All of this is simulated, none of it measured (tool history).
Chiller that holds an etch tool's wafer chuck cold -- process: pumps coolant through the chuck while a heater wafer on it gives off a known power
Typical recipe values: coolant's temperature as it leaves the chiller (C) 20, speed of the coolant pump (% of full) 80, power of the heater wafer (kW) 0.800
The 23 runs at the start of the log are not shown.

run,day,coolant's temperature as it leaves the chiller (C),speed of the coolant pump (% of full),power of the heater wafer (kW),hours since the coolant was changed and the channels were flushed,hours since the pump was overhauled,hours since the chiller's thermometer was calibrated,chuck's temperature once it has settled (K),how much warmer the coolant comes back (C)
24,46.425,16,93,0.472,2823,1448,680,293.35,1.31
25,48.171,20,92,0.434,2865,1490,722,297.05,1.30
26,50.912,10,73,0.954,2931,1555,788,292.55,3.47
27,53.888,13,96,0.853,3002,1627,859,293.35,2.32
28,55.988,13,98,0.853,3052,1677,910,293.35,2.32
29,58.083,13,78,0.471,3103,1727,960,290.75,1.62
30,59.692,26,78,0.471,3141,1766,999,303.85,1.63
31,61.338,14,85,0.620,3181,1806,1038,292.95,1.92
32,63.179,18,60,0.486,3225,1850,1082,296.65,2.18

Forecast each of these 3 alternatives for the next run:
A,65.742,13,99,1.044,3287,1911,1144,?,?
B,65.742,20,60,0.472,3287,1911,1144,?,?
C,65.742,20,96,0.800,3287,1911,1144,?,?

run,chuck's temperature once it has settled (K),how much warmer the coolant comes back (C)
A,294.95,2.88
B,298.55,2.05
C,300.05,2.27
Without the tool's unlogged condition, the same runs would have read:
run,chuck's temperature once it has settled (K),how much warmer the coolant comes back (C)
A,293.95,2.78
B,297.85,1.98
C,299.15,2.19
